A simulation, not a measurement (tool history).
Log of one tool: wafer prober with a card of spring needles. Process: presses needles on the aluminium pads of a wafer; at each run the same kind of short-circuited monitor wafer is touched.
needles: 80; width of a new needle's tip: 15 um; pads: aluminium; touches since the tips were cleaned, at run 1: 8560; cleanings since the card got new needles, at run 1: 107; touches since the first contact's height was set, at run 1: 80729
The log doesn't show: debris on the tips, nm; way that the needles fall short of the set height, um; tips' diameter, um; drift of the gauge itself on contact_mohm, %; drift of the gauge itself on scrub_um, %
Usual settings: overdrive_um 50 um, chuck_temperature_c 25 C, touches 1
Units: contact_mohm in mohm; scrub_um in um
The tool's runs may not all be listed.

run	hour	overdrive_um	chuck_temperature_c	touches	touches since the tips were cleaned	cleanings since the card got new needles	touches since the first contact's height was set	contact_mohm	scrub_um
1	0	50	25	1	8560	107	80729	233	7.32
# hour 3.1: tips cleaned on abrasive film
# hour 21.6: tips cleaned on abrasive film
# hour 37.5: tips cleaned on abrasive film
2	39.8	50	25	1	1250	110	102586	229	7.32
# hour 55.7: tips cleaned on abrasive film
3	67.5	32	25	1	6565	111	117899	239	4.67
# hour 74.6: tips cleaned on abrasive film
# hour 92.1: tips cleaned on abrasive film
# hour 110: tips cleaned on abrasive film
4	117.1	32	46	1	3925	114	145143	248	4.7
# hour 127.4: tips cleaned on abrasive film
# hour 138.5: height of the first contact set anew
# hour 146.5: tips cleaned on abrasive film
5	153.8	32	46	1	4080	116	8453	251	4.67
# hour 164.6: tips cleaned on abrasive film
# hour 181.8: tips cleaned on abrasive film
# hour 198: tips cleaned on abrasive film
6	198	50	25	1	0	119	32758	229	7.33
# hour 214.3: tips cleaned on abrasive film
# hour 233.4: tips cleaned on abrasive film
# hour 250.8: tips cleaned on abrasive film
7	255.6	50	25	1	2662	122	64473	225	7.33
# hour 268.4: tips cleaned on abrasive film
# hour 284.8: tips cleaned on abrasive film
# hour 304: tips cleaned on abrasive film
8	308.3	50	25	1	2420	125	93489	226	7.32
# hour 321.9: tips cleaned on abrasive film
# hour 338: tips cleaned on abrasive film
# hour 353.9: tips cleaned on abrasive film
9	360.8	50	25	1	3800	128	122365	227	7.31
# hour 371: tips cleaned on abrasive film
# hour 390: tips cleaned on abrasive film
10	401.3	50	25	1	6253	130	144687	226	7.33
# hour 408.1: tips cleaned on abrasive film
# hour 422.4: height of the first contact set anew
# hour 426.5: tips cleaned on abrasive film
11	432.5	50	25	1	3329	132	5516	226	7.36
# hour 442.8: tips cleaned on abrasive film
# hour 461.6: tips cleaned on abrasive film
# hour 479.8: tips cleaned on abrasive film
12	489	50	25	1	5098	135	36630	227	7.34
# hour 496.4: tips cleaned on abrasive film
# hour 514.3: tips cleaned on abrasive film
13	517.3	66	25	1	1667	137	52220	222	9.69
# hour 531.3: tips cleaned on abrasive film
# hour 548.8: tips cleaned on abrasive film
# hour 568.6: tips cleaned on abrasive film
14	569.9	66	25	1	696	140	81142	222	9.68

The next listed run, before its measurement:
# hour 588.3: tips cleaned on abrasive film
# hour 605.4: tips cleaned on abrasive film
15	618.1	66	25	1	7043	142	107729	?	?

Run 15 gave contact_mohm 227 mohm, scrub_um 9.67 um.
Without the tool's hidden state the same run would have given contact_mohm 227 mohm, scrub_um 9.67 um.

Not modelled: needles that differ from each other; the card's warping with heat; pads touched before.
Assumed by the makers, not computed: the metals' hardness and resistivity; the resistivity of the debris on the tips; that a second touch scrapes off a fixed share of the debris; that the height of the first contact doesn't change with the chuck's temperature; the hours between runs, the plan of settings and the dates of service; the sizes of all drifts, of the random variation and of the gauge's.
